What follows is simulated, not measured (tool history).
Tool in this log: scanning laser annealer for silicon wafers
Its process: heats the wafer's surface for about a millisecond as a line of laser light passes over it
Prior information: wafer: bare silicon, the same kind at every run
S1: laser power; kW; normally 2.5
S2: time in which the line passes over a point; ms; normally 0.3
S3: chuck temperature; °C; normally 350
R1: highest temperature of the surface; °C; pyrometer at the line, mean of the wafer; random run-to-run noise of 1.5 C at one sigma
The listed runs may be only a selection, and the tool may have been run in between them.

Run 1, hour 0: usual settings. Result: R1 1095 °C.
Run 2, hour 6.4: usual settings. Result: R1 1097 °C.
Run 3, hour 13.8: usual settings. Result: R1 1095 °C.
Run 4, hour 22.6: usual settings. Result: R1 1095 °C.
Run 5, hour 28.8: usual settings. Result: R1 1097 °C.
Run 6, hour 34.1: usual settings but S3 358 °C. Result: R1 1102 °C.
Run 7, hour 40.8: usual settings but S3 358 °C. Result: R1 1102 °C.
Run 8, hour 49.2: usual settings but S3 358 °C. Result: R1 1101 °C.
Run 9, hour 56.6: usual settings but S2 0.304 ms. Result: R1 1102 °C.
Run 10, hour 66.6: usual settings but S2 0.304 ms. Result: R1 1100 °C.
Run 11, hour 71.5: usual settings. Result: R1 1094 °C.
Run 12, hour 81: usual settings. Result: R1 1096 °C.
Run 13, hour 91.3: usual settings but S3 313 °C. Result: R1 1058 °C.
Run 14, hour 98.3: usual settings. Result: R1 1094 °C.
Run 15, hour 108.3: usual settings. Result: R1 1093 °C.
Run 16, hour 118.4: usual settings. Result: R1 1095 °C.
Run 17, hour 126: usual settings. Result: R1 1093 °C.
Run 18, hour 131: usual settings. Result: R1 1093 °C.
Run 19, hour 140.9: usual settings. Result: R1 1094 °C.
Run 20, hour 148.5: usual settings. Result: R1 1096 °C.
Run 21, hour 155.4: usual settings. Result: R1 1092 °C.
Run 22, hour 160.6: usual settings. Result: R1 1092 °C.
Run 23, hour 167.3: usual settings but S1 2.26 kW, S2 0.363 ms, S3 347 °C. Result: R1 1095 °C.
Run 24, hour 175.2: usual settings but S1 2.382 kW, S2 0.28 ms, S3 310 °C. Result: R1 990 °C.
Run 25, hour 184.2: usual settings but S1 2.382 kW, S2 0.28 ms, S3 310 °C. Result: R1 995 °C.
Run 26, hour 190.1: usual settings but S1 2.382 kW, S2 0.28 ms, S3 310 °C. Result: R1 989 °C.
Run 27, hour 195.6: usual settings but S1 2.136 kW, S3 355 °C. Result: R1 989 °C.
Run 28, hour 201.7: usual settings but S1 2.136 kW, S3 355 °C. Result: R1 989 °C.
Run 29, hour 211.7: usual settings but S1 2.324 kW, S2 0.32 ms, S3 311 °C. Result: R1 1026 °C.
Run 30, hour 218.6: usual settings but S1 2.488 kW, S2 0.333 ms, S3 311 °C. Result: R1 1097 °C.
Run 31, hour 228.1: usual settings but S1 2.272 kW, S3 332 °C. Result: R1 1005 °C.
Run 32, hour 238.3: usual settings but S1 2.272 kW, S3 332 °C. Result: R1 1005 °C.
Run 33, hour 248.6: usual settings but S2 0.353 ms, S3 385 °C. Result: R1 1199 °C.
Run 34, hour 255.1: usual settings but S1 2.718 kW, S2 0.335 ms, S3 328 °C. Result: R1 1190 °C.
Run 35, hour 261.4: usual settings but S1 2.718 kW, S2 0.335 ms, S3 328 °C. Result: R1 1190 °C.
Run 36, hour 268.5: usual settings but S1 2.674 kW, S2 0.366 ms, S3 330 °C. Result: R1 1220 °C.
Run 37, hour 276.9: usual settings but S1 2.674 kW, S2 0.366 ms, S3 330 °C. Result: R1 1219 °C.
Run 38, hour 286.5: usual settings but S2 0.367 ms. Result: R1 1180 °C.
Run 39, hour 292.8: usual settings but S1 2.18 kW, S2 0.367 ms, S3 310 °C. Result: R1 1032 °C.
Run 40, hour 302.1: usual settings but S1 2.294 kW, S2 0.269 ms. Result: R1 990 °C.
Run 41, hour 310.7: usual settings but S1 2.294 kW, S2 0.269 ms. Result: R1 992 °C.
Run 42, hour 318.8: usual settings but S1 2.258 kW, S2 0.269 ms. Result: R1 980 °C.

Branching from run 42: 3 alternative next runs. What would each branch give?
Run A, hour 326.4: usual settings but S1 2.501 kW, S2 0.267 ms, S3 311 °C. Result: R1 ?.
Run B, hour 326.4: usual settings but S1 2.676 kW, S3 362 °C. Result: R1 ?.
Run C, hour 326.4: usual settings but S1 2.414 kW, S2 0.357 ms, S3 358 °C. Result: R1 ?.

run    R1
  A  1008
  B  1158
  C  1148
Without the tool's hidden state the same runs would have given:
run    R1
  A  1027
  B  1179
  C  1169
